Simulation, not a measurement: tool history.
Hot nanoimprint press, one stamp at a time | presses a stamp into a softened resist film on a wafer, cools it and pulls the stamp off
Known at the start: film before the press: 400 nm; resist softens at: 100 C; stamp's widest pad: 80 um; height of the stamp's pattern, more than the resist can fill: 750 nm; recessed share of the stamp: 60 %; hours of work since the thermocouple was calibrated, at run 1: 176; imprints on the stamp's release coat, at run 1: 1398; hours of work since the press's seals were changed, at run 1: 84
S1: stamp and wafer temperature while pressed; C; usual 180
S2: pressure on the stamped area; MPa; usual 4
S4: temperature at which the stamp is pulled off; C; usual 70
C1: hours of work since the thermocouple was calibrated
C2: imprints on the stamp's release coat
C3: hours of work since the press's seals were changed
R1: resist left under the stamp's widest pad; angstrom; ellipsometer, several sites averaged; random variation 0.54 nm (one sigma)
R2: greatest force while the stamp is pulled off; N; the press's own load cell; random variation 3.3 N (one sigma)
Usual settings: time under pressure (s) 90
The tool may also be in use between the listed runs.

Run 1, hour 0: usual settings; C1 176; C2 1398; C3 84. Result: R1 1705 angstrom, R2 183 N.
Run 2, hour 45.8: usual settings but S4 57 C; C1 198; C2 1511; C3 106. Result: R1 1703 angstrom, R2 243 N.
Run 3, hour 79.1: usual settings but time under pressure (s) 82; C1 213; C2 1593; C3 121. Result: R1 1754 angstrom, R2 174 N.
At hour 97.3: stamp cleaned and given a new release coat.
Run 4, hour 105.6: usual settings but time under pressure (s) 82; C1 223; C2 20; C3 131. Result: R1 1760 angstrom, R2 177 N.
Run 5, hour 147.8: usual settings but time under pressure (s) 82; C1 243; C2 124; C3 151. Result: R1 1751 angstrom, R2 183 N.
Run 6, hour 168.5: usual settings but time under pressure (s) 82; C1 253; C2 174; C3 160. Result: R1 1761 angstrom, R2 178 N.
Run 7, hour 190: usual settings but time under pressure (s) 82; C1 263; C2 227; C3 171. Result: R1 1750 angstrom, R2 178 N.
Run 8, hour 215: usual settings; C1 274; C2 289; C3 182. Result: R1 1706 angstrom, R2 176 N.
Run 9, hour 245.8: usual settings; C1 289; C2 364; C3 197. Result: R1 1703 angstrom, R2 180 N.
Run 10, hour 281.8: usual settings; C1 306; C2 453; C3 214. Result: R1 1688 angstrom, R2 177 N.
Run 11, hour 310.4: usual settings; C1 319; C2 523; C3 227. Result: R1 1692 angstrom, R2 185 N.
Run 12, hour 336.9: usual settings; C1 332; C2 588; C3 240. Result: R1 1693 angstrom, R2 184 N.
Run 13, hour 356.9: usual settings; C1 341; C2 637; C3 249. Result: R1 1688 angstrom, R2 175 N.
Run 14, hour 382.4: usual settings; C1 353; C2 700; C3 261. Result: R1 1693 angstrom, R2 182 N.
Run 15, hour 402.1: usual settings; C1 363; C2 748; C3 270. Result: R1 1691 angstrom, R2 181 N.
Run 16, hour 432.7: usual settings but S2 5.71 MPa, time under pressure (s) 141; C1 377; C2 823; C3 285. Result: R1 1175 angstrom, R2 181 N.
Run 17, hour 478.6: usual settings but S1 184 C, S4 66 C; C1 399; C2 936; C3 307. Result: R1 1461 angstrom, R2 204 N.
Run 18, hour 519.1: usual settings but S1 177 C, S2 3.36 MPa, S4 59 C; C1 418; C2 1035; C3 326. Result: R1 2046 angstrom, R2 232 N.
Run 19, hour 560.3: usual settings but S1 192 C, time under pressure (s) 69, S4 72 C; C1 437; C2 1136; C3 345. Result: R1 1225 angstrom, R2 171 N.
Run 20, hour 597.5: usual settings but S1 188 C, S2 2.85 MPa, S4 64 C; C1 455; C2 1228; C3 363. Result: R1 1551 angstrom, R2 210 N.
Run 21, hour 636.2: usual settings but S2 4.95 MPa, time under pressure (s) 54, S4 71 C; C1 473; C2 1323; C3 381. Result: R1 1788 angstrom, R2 177 N.
Run 22, hour 672: usual settings but S2 4.95 MPa, time under pressure (s) 54, S4 71 C; C1 490; C2 1411; C3 398. Result: R1 1778 angstrom, R2 176 N.
Run 23, hour 715.8: usual settings but S2 4.95 MPa, time under pressure (s) 54, S4 71 C; C1 510; C2 1519; C3 418. Result: R1 1790 angstrom, R2 171 N.
At hour 764.7: stamp cleaned and given a new release coat.
Run 24, hour 770: usual settings but S2 4.95 MPa, time under pressure (s) 54, S4 71 C; C1 533; C2 13; C3 441. Result: R1 1770 angstrom, R2 177 N.
At hour 775.6: plate thermocouple calibrated.
Run 25, hour 811.3: usual settings but time under pressure (s) 100; C1 17; C2 107; C3 459. Result: R1 1623 angstrom, R2 180 N.
Run 26, hour 854.3: usual settings but time under pressure (s) 100; C1 37; C2 212; C3 479. Result: R1 1618 angstrom, R2 182 N.
Run 27, hour 881.2: usual settings but S1 173 C, S2 4.41 MPa, time under pressure (s) 117, S4 76 C; C1 50; C2 279; C3 492. Result: R1 1872 angstrom, R2 150 N.
Run 28, hour 926.9: usual settings but S1 173 C, S2 3.74 MPa, time under pressure (s) 116, S4 56 C; C1 71; C2 391; C3 513. Result: R1 2054 angstrom, R2 251 N.
Run 29, hour 969: usual settings but S2 2.83 MPa; C1 91; C2 494; C3 533. Result: R1 2005 angstrom, R2 180 N.
Run 30, hour 994.2: usual settings but S2 2.83 MPa; C1 103; C2 556; C3 545. Result: R1 2009 angstrom, R2 178 N.

Forecast each of these 4 alternatives for the next run:
Run A, hour 1040.6: usual settings but S2 2.83 MPa, time under pressure (s) 159, S4 74 C; C1 125; C2 670; C3 567. Result: R1 ?, R2 ?.
Run B, hour 1040.6: usual settings but S2 4.45 MPa; C1 125; C2 670; C3 567. Result: R1 ?, R2 ?.
Run C, hour 1040.6: usual settings but S1 188 C, S2 5.47 MPa, time under pressure (s) 177; C1 125; C2 670; C3 567. Result: R1 ?, R2 ?.
Run D, hour 1040.6: usual settings but S2 2.69 MPa; C1 125; C2 670; C3 567. Result: R1 ?, R2 ?.

run    R1   R2
  A  1663  159
  B  1576  173
  C   812  180
  D  2053  182
Without the tool's hidden state the same runs would have given:
run    R1   R2
  A  1700  158
  B  1611  173
  C   829  180
  D  2099  182
